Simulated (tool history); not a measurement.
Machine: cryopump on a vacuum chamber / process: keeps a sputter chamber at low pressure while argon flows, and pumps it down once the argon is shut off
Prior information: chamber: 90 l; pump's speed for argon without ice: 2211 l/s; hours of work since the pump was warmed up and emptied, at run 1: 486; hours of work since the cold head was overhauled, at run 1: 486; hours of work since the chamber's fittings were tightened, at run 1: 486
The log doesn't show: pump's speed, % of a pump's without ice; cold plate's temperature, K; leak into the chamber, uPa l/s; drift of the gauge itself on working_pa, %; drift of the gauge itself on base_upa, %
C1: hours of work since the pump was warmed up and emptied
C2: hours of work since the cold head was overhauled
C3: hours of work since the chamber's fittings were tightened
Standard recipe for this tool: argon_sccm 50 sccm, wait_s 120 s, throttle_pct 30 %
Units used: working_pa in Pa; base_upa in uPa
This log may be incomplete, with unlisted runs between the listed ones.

Run 1, hour 0: usual settings; C1 486; C2 486; C3 486. Result: working_pa 0.1327 Pa, base_upa 0.6 uPa.
Run 2, hour 34.6: usual settings; C1 512; C2 512; C3 512. Result: working_pa 0.1334 Pa, base_upa 0.66 uPa.
Run 3, hour 68.2: usual settings; C1 537; C2 537; C3 537. Result: working_pa 0.1333 Pa, base_upa 0.67 uPa.
Run 4, hour 91.1: usual settings; C1 554; C2 554; C3 554. Result: working_pa 0.1335 Pa, base_upa 0.68 uPa.
Run 5, hour 142.7: usual settings; C1 593; C2 593; C3 593. Result: working_pa 0.1336 Pa, base_upa 0.75 uPa.
Run 6, hour 188.1: usual settings; C1 627; C2 627; C3 627. Result: working_pa 0.1341 Pa, base_upa 0.73 uPa.
Run 7, hour 214.3: usual settings but wait_s 50 s; C1 647; C2 647; C3 647. Result: working_pa 0.1345 Pa, base_upa 1.04 uPa.
Run 8, hour 252.7: usual settings but wait_s 50 s; C1 676; C2 676; C3 676. Result: working_pa 0.1344 Pa, base_upa 1.03 uPa.
Run 9, hour 289.6: usual settings but wait_s 122 s; C1 703; C2 703; C3 703. Result: working_pa 0.1354 Pa, base_upa 0.82 uPa.
Run 10, hour 320.2: usual settings but wait_s 122 s; C1 726; C2 726; C3 726. Result: working_pa 0.1356 Pa, base_upa 0.79 uPa.
Run 11, hour 369.8: usual settings but wait_s 122 s; C1 764; C2 764; C3 764. Result: working_pa 0.1355 Pa, base_upa 0.81 uPa.
Run 12, hour 407.2: usual settings but wait_s 122 s; C1 792; C2 792; C3 792. Result: working_pa 0.1353 Pa, base_upa 0.89 uPa.
Run 13, hour 429.9: usual settings but argon_sccm 23 sccm, wait_s 81 s; C1 809; C2 809; C3 809. Result: working_pa 0.0628 Pa, base_upa 0.97 uPa.
Run 14, hour 451.4: usual settings but wait_s 78 s, throttle_pct 16 %; C1 825; C2 825; C3 825. Result: working_pa 0.2471 Pa, base_upa 1 uPa.
Run 15, hour 499.6: usual settings but wait_s 78 s, throttle_pct 16 %; C1 861; C2 861; C3 861. Result: working_pa 0.2481 Pa, base_upa 1.04 uPa.
Run 16, hour 538.6: usual settings but wait_s 78 s, throttle_pct 16 %; C1 890; C2 890; C3 890. Result: working_pa 0.2506 Pa, base_upa 1.08 uPa.
Run 17, hour 565.9: usual settings but argon_sccm 61 sccm, wait_s 25 s, throttle_pct 57 %; C1 911; C2 911; C3 911. Result: working_pa 0.0947 Pa, base_upa 1.69 uPa.
Run 18, hour 597.9: usual settings but argon_sccm 97 sccm, wait_s 72 s, throttle_pct 16 %; C1 935; C2 935; C3 935. Result: working_pa 0.4832 Pa, base_upa 1.15 uPa.
Run 19, hour 628.7: usual settings but argon_sccm 21 sccm, wait_s 72 s, throttle_pct 18 %; C1 958; C2 958; C3 958. Result: working_pa 0.0951 Pa, base_upa 1.15 uPa.
Run 20, hour 670.5: usual settings but argon_sccm 21 sccm, wait_s 72 s, throttle_pct 18 %; C1 989; C2 989; C3 989. Result: working_pa 0.0937 Pa, base_upa 1.15 uPa.
Run 21, hour 717.8: usual settings but argon_sccm 66 sccm, wait_s 25 s, throttle_pct 56 %; C1 1025; C2 1025; C3 1025. Result: working_pa 0.1057 Pa, base_upa 1.73 uPa.
Run 22, hour 740.9: usual settings but argon_sccm 59 sccm, wait_s 122 s, throttle_pct 24 %; C1 1042; C2 1042; C3 1042. Result: working_pa 0.2036 Pa, base_upa 1.1 uPa.
Run 23, hour 786.8: usual settings but argon_sccm 90 sccm, wait_s 30 s, throttle_pct 24 %; C1 1076; C2 1076; C3 1076. Result: working_pa 0.3121 Pa, base_upa 1.75 uPa.

Each row is a separate what-if for the run after 23, all from the same tool condition, not one after another. Results?
Run A, hour 814.3: usual settings but argon_sccm 42 sccm, wait_s 106 s, throttle_pct 47 %; C1 1097; C2 1097; C3 1097. Result: working_pa ?, base_upa ?.
Run B, hour 814.3: usual settings but wait_s 26 s; C1 1097; C2 1097; C3 1097. Result: working_pa ?, base_upa ?.
Run C, hour 814.3: usual settings but argon_sccm 55 sccm, wait_s 21 s, throttle_pct 40 %; C1 1097; C2 1097; C3 1097. Result: working_pa ?, base_upa ?.
Run D, hour 814.3: usual settings but argon_sccm 99 sccm, throttle_pct 20 %; C1 1097; C2 1097; C3 1097. Result: working_pa ?, base_upa ?.
Run E, hour 814.3: usual settings but argon_sccm 39 sccm, wait_s 27 s, throttle_pct 46 %; C1 1097; C2 1097; C3 1097. Result: working_pa ?, base_upa ?.

run  working_pa  base_upa
  A      0.0805      1.12
  B       0.142      1.84
  C        0.12      1.97
  D      0.4041       1.2
  E      0.0741      1.83
Stripped of hidden state, with their random variation kept, the same runs would have yielded:
run  working_pa  base_upa
  A      0.0691      0.31
  B      0.1284         1
  C       0.105      1.15
  D      0.3773      0.36
  E      0.0635      0.97

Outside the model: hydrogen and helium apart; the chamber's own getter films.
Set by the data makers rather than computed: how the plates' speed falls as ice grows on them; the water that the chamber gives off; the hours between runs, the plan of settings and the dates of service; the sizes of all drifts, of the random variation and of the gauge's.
